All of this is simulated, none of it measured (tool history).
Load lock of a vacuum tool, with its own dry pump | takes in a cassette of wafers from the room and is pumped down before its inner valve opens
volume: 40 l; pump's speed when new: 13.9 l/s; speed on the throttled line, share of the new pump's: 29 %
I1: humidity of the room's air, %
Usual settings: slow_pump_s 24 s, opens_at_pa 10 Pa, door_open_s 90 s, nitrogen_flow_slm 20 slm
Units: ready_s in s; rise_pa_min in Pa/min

{"run": 1, "hour": 0.0, "slow_pump_s": 24, "opens_at_pa": 10, "door_open_s": 90, "nitrogen_flow_slm": 20, "I1": 50.0, "ready_s": 43.9, "rise_pa_min": 0.028}
{"run": 2, "hour": 495.8, "slow_pump_s": 24, "opens_at_pa": 10, "door_open_s": 90, "nitrogen_flow_slm": 20, "I1": 44.3, "ready_s": 42.9, "rise_pa_min": 0.026}
{"run": 3, "hour": 1042.0, "slow_pump_s": 24, "opens_at_pa": 10, "door_open_s": 90, "nitrogen_flow_slm": 30, "I1": 47.0, "ready_s": 44.0, "rise_pa_min": 0.021}
{"run": 4, "hour": 1413.2, "slow_pump_s": 24, "opens_at_pa": 10, "door_open_s": 90, "nitrogen_flow_slm": 30, "I1": 41.7, "ready_s": 43.0, "rise_pa_min": 0.022}
{"run": 5, "hour": 1746.0, "slow_pump_s": 24, "opens_at_pa": 10, "door_open_s": 90, "nitrogen_flow_slm": 30, "I1": 46.8, "ready_s": 44.4, "rise_pa_min": 0.027}
{"run": 6, "hour": 2315.3, "slow_pump_s": 24, "opens_at_pa": 10, "door_open_s": 90, "nitrogen_flow_slm": 20, "I1": 42.7, "ready_s": 43.1, "rise_pa_min": 0.027}
{"run": 7, "hour": 2601.0, "slow_pump_s": 24, "opens_at_pa": 10, "door_open_s": 90, "nitrogen_flow_slm": 9, "I1": 42.6, "ready_s": 44.2, "rise_pa_min": 0.03}
{"run": 8, "hour": 2945.3, "slow_pump_s": 19, "opens_at_pa": 10, "door_open_s": 90, "nitrogen_flow_slm": 20, "I1": 44.6, "ready_s": 40.5, "rise_pa_min": 0.022}
{"run": 9, "hour": 3326.9, "slow_pump_s": 17, "opens_at_pa": 10, "door_open_s": 90, "nitrogen_flow_slm": 20, "I1": 41.2, "ready_s": 39.5, "rise_pa_min": 0.026}
{"run": 10, "hour": 3783.9, "slow_pump_s": 17, "opens_at_pa": 10, "door_open_s": 90, "nitrogen_flow_slm": 20, "I1": 47.0, "ready_s": 38.8, "rise_pa_min": 0.027}
{"run": 11, "hour": 4055.7, "slow_pump_s": 17, "opens_at_pa": 10, "door_open_s": 90, "nitrogen_flow_slm": 20, "I1": 47.5, "ready_s": 39.1, "rise_pa_min": 0.026}
{"run": 12, "hour": 4436.1, "slow_pump_s": 17, "opens_at_pa": 10, "door_open_s": 90, "nitrogen_flow_slm": 20, "I1": 48.0, "ready_s": 38.2, "rise_pa_min": 0.026}
{"run": 13, "hour": 4802.5, "slow_pump_s": 24, "opens_at_pa": 10, "door_open_s": 38, "nitrogen_flow_slm": 20, "I1": 45.7, "ready_s": 44.1, "rise_pa_min": 0.016}
{"run": 14, "hour": 5211.7, "slow_pump_s": 24, "opens_at_pa": 10, "door_open_s": 38, "nitrogen_flow_slm": 20, "I1": 46.4, "ready_s": 43.8, "rise_pa_min": 0.021}
{"run": 15, "hour": 5784.8, "slow_pump_s": 24, "opens_at_pa": 10, "door_open_s": 90, "nitrogen_flow_slm": 20, "I1": 44.4, "ready_s": 43.9, "rise_pa_min": 0.025}
{"run": 16, "hour": 6093.2, "slow_pump_s": 24, "opens_at_pa": 10, "door_open_s": 90, "nitrogen_flow_slm": 20, "I1": 42.5, "ready_s": 43.6, "rise_pa_min": 0.029}
{"hour": 6324.1, "done": "door's seal changed, seat wiped"}
{"run": 17, "hour": 6402.5, "slow_pump_s": 24, "opens_at_pa": 10, "door_open_s": 90, "nitrogen_flow_slm": 20, "I1": 45.1, "ready_s": 43.0, "rise_pa_min": 0.034}
{"run": 18, "hour": 6751.7, "slow_pump_s": 24, "opens_at_pa": 10, "door_open_s": 90, "nitrogen_flow_slm": 20, "I1": 44.5, "ready_s": 43.3, "rise_pa_min": 0.027}
{"run": 19, "hour": 7055.6, "slow_pump_s": 20, "opens_at_pa": 7, "door_open_s": 85, "nitrogen_flow_slm": 12, "I1": 43.0, "ready_s": 41.9, "rise_pa_min": 0.024}
{"run": 20, "hour": 7398.0, "slow_pump_s": 29, "opens_at_pa": 14, "door_open_s": 189, "nitrogen_flow_slm": 20, "I1": 43.4, "ready_s": 46.6, "rise_pa_min": 0.036}
{"run": 21, "hour": 7821.7, "slow_pump_s": 29, "opens_at_pa": 14, "door_open_s": 189, "nitrogen_flow_slm": 20, "I1": 42.3, "ready_s": 46.1, "rise_pa_min": 0.033}
{"run": 22, "hour": 8429.6, "slow_pump_s": 18, "opens_at_pa": 10, "door_open_s": 90, "nitrogen_flow_slm": 20, "I1": 48.5, "ready_s": 39.1, "rise_pa_min": 0.028}

The next listed run, before its measurement:
{"run": 23, "hour": 8900.6, "slow_pump_s": 18, "opens_at_pa": 10, "door_open_s": 90, "nitrogen_flow_slm": 20, "I1": 44.2, "ready_s": "?", "rise_pa_min": "?"}

ready_s: 39.0 s
rise_pa_min: 0.029 Pa/min
Without the tool's hidden state the same run would have given ready_s 38.9 s, rise_pa_min 0.029 Pa/min.

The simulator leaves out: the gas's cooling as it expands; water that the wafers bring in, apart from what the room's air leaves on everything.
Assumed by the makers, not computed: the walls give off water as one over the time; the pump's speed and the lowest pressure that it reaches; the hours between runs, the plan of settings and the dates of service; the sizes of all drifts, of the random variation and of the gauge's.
